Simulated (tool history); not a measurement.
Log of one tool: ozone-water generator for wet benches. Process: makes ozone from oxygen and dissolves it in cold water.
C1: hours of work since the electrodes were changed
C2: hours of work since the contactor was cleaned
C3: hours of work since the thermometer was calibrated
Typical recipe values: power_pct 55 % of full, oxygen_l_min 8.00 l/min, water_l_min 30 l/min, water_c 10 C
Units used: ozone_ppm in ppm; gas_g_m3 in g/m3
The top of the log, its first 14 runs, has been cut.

-- hour=635.1 contactor cleaned, once more
run 15 hour=650.1 | power_pct=55 oxygen_l_min=7.94 water_l_min=30 water_c=10 | C1=3133 C2=14 C3=4173 | ozone_ppm=22.3 gas_g_m3=195.0
run 16 hour=709.1 | power_pct=55 oxygen_l_min=7.94 water_l_min=30 water_c=10 | C1=3187 C2=67 C3=4227 | ozone_ppm=22.2 gas_g_m3=194.0
run 17 hour=743.7 | power_pct=55 oxygen_l_min=7.94 water_l_min=30 water_c=10 | C1=3218 C2=98 C3=4258 | ozone_ppm=22.1 gas_g_m3=195.0
run 18 hour=802.4 | power_pct=57 oxygen_l_min=10.77 water_l_min=30 water_c=10 | C1=3271 C2=152 C3=4311 | ozone_ppm=24.0 gas_g_m3=173.3
run 19 hour=861.9 | power_pct=57 oxygen_l_min=10.77 water_l_min=30 water_c=10 | C1=3325 C2=206 C3=4365 | ozone_ppm=23.8 gas_g_m3=174.5
run 20 hour=890.9 | power_pct=57 oxygen_l_min=10.77 water_l_min=30 water_c=10 | C1=3352 C2=232 C3=4392 | ozone_ppm=23.9 gas_g_m3=174.7
run 21 hour=925.9 | power_pct=63 oxygen_l_min=10.97 water_l_min=43 water_c=15 | C1=3383 C2=264 C3=4423 | ozone_ppm=17.7 gas_g_m3=185.1
run 22 hour=970.9 | power_pct=74 oxygen_l_min=10.97 water_l_min=39 water_c=15 | C1=3424 C2=304 C3=4464 | ozone_ppm=21.8 gas_g_m3=212.3
run 23 hour=1013.1 | power_pct=74 oxygen_l_min=10.97 water_l_min=39 water_c=15 | C1=3462 C2=343 C3=4502 | ozone_ppm=21.9 gas_g_m3=210.3
run 24 hour=1043.6 | power_pct=74 oxygen_l_min=10.97 water_l_min=39 water_c=15 | C1=3490 C2=370 C3=4530 | ozone_ppm=21.8 gas_g_m3=211.2
run 25 hour=1094.0 | power_pct=74 oxygen_l_min=10.97 water_l_min=39 water_c=15 | C1=3536 C2=416 C3=4576 | ozone_ppm=21.9 gas_g_m3=211.0
run 26 hour=1141.9 | power_pct=55 oxygen_l_min=8.00 water_l_min=35 water_c=10 | C1=3579 C2=459 C3=4619 | ozone_ppm=19.2 gas_g_m3=196.2
run 27 hour=1171.6 | power_pct=51 oxygen_l_min=12.88 water_l_min=44 water_c=5 | C1=3606 C2=486 C3=4646 | ozone_ppm=17.2 gas_g_m3=150.4
run 28 hour=1219.0 | power_pct=41 oxygen_l_min=13.64 water_l_min=44 water_c=5 | C1=3649 C2=529 C3=4689 | ozone_ppm=14.5 gas_g_m3=122.6
run 29 hour=1260.5 | power_pct=41 oxygen_l_min=13.64 water_l_min=44 water_c=5 | C1=3687 C2=567 C3=4727 | ozone_ppm=14.8 gas_g_m3=123.4
run 30 hour=1331.8 | power_pct=52 oxygen_l_min=13.64 water_l_min=26 water_c=5 | C1=3751 C2=631 C3=4791 | ozone_ppm=27.0 gas_g_m3=147.2
run 31 hour=1386.8 | power_pct=68 oxygen_l_min=5.00 water_l_min=37 water_c=13 | C1=3801 C2=681 C3=4841 | ozone_ppm=18.4 gas_g_m3=275.3
run 32 hour=1415.9 | power_pct=68 oxygen_l_min=13.62 water_l_min=26 water_c=13 | C1=3827 C2=708 C3=4868 | ozone_ppm=28.8 gas_g_m3=177.5

Below are 4 alternative next runs, each starting from the tool's condition after run 32. Predict each:
-- hour=1448.2 water thermometer calibrated
run A hour=1465.2 | power_pct=55 oxygen_l_min=11.68 water_l_min=30 water_c=11 | C1=3872 C2=752 C3=15 | ozone_ppm=? gas_g_m3=?
-- hour=1448.2 water thermometer calibrated
run B hour=1465.2 | power_pct=68 oxygen_l_min=7.79 water_l_min=26 water_c=7 | C1=3872 C2=752 C3=15 | ozone_ppm=? gas_g_m3=?
-- hour=1448.2 water thermometer calibrated
run C hour=1465.2 | power_pct=68 oxygen_l_min=9.78 water_l_min=43 water_c=18 | C1=3872 C2=752 C3=15 | ozone_ppm=? gas_g_m3=?
-- hour=1448.2 water thermometer calibrated
run D hour=1465.2 | power_pct=85 oxygen_l_min=4.46 water_l_min=30 water_c=16 | C1=3872 C2=752 C3=15 | ozone_ppm=? gas_g_m3=?

run=A ozone_ppm=23.0 gas_g_m3=163.0
run=B ozone_ppm=30.3 gas_g_m3=227.5
run=C ozone_ppm=17.4 gas_g_m3=206.0
run=D ozone_ppm=25.2 gas_g_m3=340.0
Take away the tool's hidden state, keep each run's random variation, and the runs would have read:
run=A ozone_ppm=24.6 gas_g_m3=173.0
run=B ozone_ppm=32.8 gas_g_m3=244.2
run=C ozone_ppm=18.9 gas_g_m3=221.2
run=D ozone_ppm=27.6 gas_g_m3=369.5
